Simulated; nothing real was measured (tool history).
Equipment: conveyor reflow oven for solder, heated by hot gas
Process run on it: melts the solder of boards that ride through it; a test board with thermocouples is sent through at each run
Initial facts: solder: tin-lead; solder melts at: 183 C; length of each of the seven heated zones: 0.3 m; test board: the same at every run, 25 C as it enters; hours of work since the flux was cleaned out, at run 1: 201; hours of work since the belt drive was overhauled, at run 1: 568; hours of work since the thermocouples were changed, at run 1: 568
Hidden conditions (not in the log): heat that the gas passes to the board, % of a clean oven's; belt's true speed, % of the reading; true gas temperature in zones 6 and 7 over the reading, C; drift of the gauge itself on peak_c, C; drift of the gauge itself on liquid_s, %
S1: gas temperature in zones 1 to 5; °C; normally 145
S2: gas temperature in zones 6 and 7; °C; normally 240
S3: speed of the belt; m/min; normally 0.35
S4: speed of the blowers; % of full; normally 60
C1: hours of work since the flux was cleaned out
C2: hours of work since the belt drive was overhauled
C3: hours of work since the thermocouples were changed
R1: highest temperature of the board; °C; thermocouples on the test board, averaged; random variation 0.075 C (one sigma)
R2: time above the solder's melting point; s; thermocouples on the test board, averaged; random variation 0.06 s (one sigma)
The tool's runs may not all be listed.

Run 1, hour 0: usual settings; C1 201; C2 568; C3 568. Result: R1 226.38 °C, R2 90.02 s.
At hour 30.4: flux residue cleaned out of gas plates and filters.
Run 2, hour 39.9: usual settings; C1 8; C2 595; C3 595. Result: R1 226.19 °C, R2 90 s.
Run 3, hour 60.9: usual settings; C1 24; C2 612; C3 612. Result: R1 226.3 °C, R2 89.86 s.
Run 4, hour 97.6: usual settings but S2 250 °C; C1 53; C2 641; C3 641. Result: R1 235.29 °C, R2 96.32 s.
At hour 105.3: thermocouples of zones 6 and 7 changed.
Run 5, hour 121.9: usual settings; C1 71; C2 659; C3 13. Result: R1 226.83 °C, R2 90.38 s.
Run 6, hour 142.3: usual settings; C1 87; C2 675; C3 29. Result: R1 226.7 °C, R2 90.32 s.
Run 7, hour 169.8: usual settings; C1 109; C2 697; C3 51. Result: R1 226.57 °C, R2 90.42 s.
At hour 179.6: flux residue cleaned out of gas plates and filters, once more.
Run 8, hour 196.6: usual settings; C1 13; C2 714; C3 68. Result: R1 227.36 °C, R2 90.89 s.
Run 9, hour 230.9: usual settings; C1 41; C2 741; C3 96. Result: R1 227.14 °C, R2 90.74 s.
Run 10, hour 251.9: usual settings; C1 57; C2 758; C3 112. Result: R1 227.18 °C, R2 90.83 s.
Run 11, hour 278.1: usual settings; C1 78; C2 779; C3 133. Result: R1 227.14 °C, R2 90.95 s.
Run 12, hour 298.4: usual settings; C1 94; C2 795; C3 149. Result: R1 227.19 °C, R2 90.75 s.
Run 13, hour 333.6: usual settings; C1 122; C2 823; C3 177. Result: R1 227.16 °C, R2 90.71 s.
Run 14, hour 360.6: usual settings; C1 143; C2 844; C3 198. Result: R1 226.98 °C, R2 90.69 s.
Run 15, hour 387.2: usual settings; C1 164; C2 865; C3 219. Result: R1 226.85 °C, R2 90.77 s.
Run 16, hour 416.9: usual settings; C1 188; C2 889; C3 243. Result: R1 226.87 °C, R2 90.54 s.
Run 17, hour 454.7: usual settings; C1 218; C2 919; C3 273. Result: R1 226.8 °C, R2 90.53 s.
At hour 462.8: flux residue cleaned out of gas plates and filters.
Run 18, hour 494: usual settings; C1 25; C2 946; C3 300. Result: R1 227.11 °C, R2 91.01 s.
Run 19, hour 524.1: usual settings but S2 236 °C, S4 70 % of full; C1 49; C2 970; C3 324. Result: R1 225.19 °C, R2 89.67 s.
Run 20, hour 555.5: usual settings but S1 160 °C, S2 239 °C, S3 0.301 m/min; C1 73; C2 994; C3 349. Result: R1 231.27 °C, R2 118.3 s.
Run 21, hour 586.7: usual settings but S1 155 °C, S2 250 °C, S3 0.359 m/min, S4 56 % of full; C1 98; C2 1019; C3 374. Result: R1 236.15 °C, R2 99.6 s.
Run 22, hour 615.4: usual settings but S4 58 % of full; C1 121; C2 1042; C3 396. Result: R1 226.64 °C, R2 90.47 s.
Run 23, hour 647.1: usual settings but S1 132 °C, S2 244 °C, S3 0.351 m/min, S4 81 % of full; C1 146; C2 1067; C3 421. Result: R1 232.36 °C, R2 89.29 s.
Run 24, hour 677.1: usual settings but S1 132 °C, S2 244 °C, S3 0.351 m/min, S4 81 % of full; C1 170; C2 1091; C3 445. Result: R1 232.44 °C, R2 89.2 s.
Run 25, hour 696.9: usual settings but S1 132 °C, S2 244 °C, S3 0.351 m/min, S4 81 % of full; C1 185; C2 1107; C3 461. Result: R1 232.3 °C, R2 89.22 s.
Run 26, hour 712.5: usual settings but S1 157 °C, S2 245 °C, S3 0.322 m/min, S4 64 % of full; C1 198; C2 1119; C3 473. Result: R1 235.59 °C, R2 111.43 s.
Run 27, hour 739.2: usual settings but S4 67 % of full; C1 219; C2 1140; C3 494. Result: R1 227.92 °C, R2 91.75 s.
At hour 746.4: flux residue cleaned out of gas plates and filters.
Run 28, hour 764.4: usual settings but S1 133 °C, S2 250 °C, S3 0.308 m/min, S4 67 % of full; C1 14; C2 1156; C3 510. Result: R1 239.67 °C, R2 107.49 s.
Run 29, hour 788.8: usual settings but S1 158 °C, S3 0.385 m/min, S4 51 % of full; C1 34; C2 1175; C3 530. Result: R1 224.52 °C, R2 87.17 s.
Run 30, hour 806.5: usual settings but S1 146 °C, S3 0.356 m/min, S4 51 % of full; C1 48; C2 1189; C3 544. Result: R1 224.63 °C, R2 87.94 s.

Below are 4 alternative next runs, each starting from the tool's condition after run 30. Predict each:
Run A, hour 830.7: usual settings but S2 232 °C, S3 0.37 m/min; C1 67; C2 1209; C3 563. Result: R1 ?, R2 ?.
Run B, hour 830.7: usual settings but S1 146 °C, S3 0.396 m/min, S4 51 % of full; C1 67; C2 1209; C3 563. Result: R1 ?, R2 ?.
Run C, hour 830.7: usual settings but S1 159 °C; C1 67; C2 1209; C3 563. Result: R1 ?, R2 ?.
Run D, hour 830.7: usual settings but S1 146 °C, S2 231 °C, S3 0.37 m/min, S4 51 % of full; C1 67; C2 1209; C3 563. Result: R1 ?, R2 ?.

run      R1     R2
  A  218.19  78.71
  B  221.38   75.8
  C  228.98  99.88
  D   215.5   76.1
Stripped of hidden state, with their random variation kept, the same runs would have yielded:
run      R1     R2
  A  218.87   78.5
  B  221.99  75.52
  C  229.66  99.27
  D  216.12  75.92
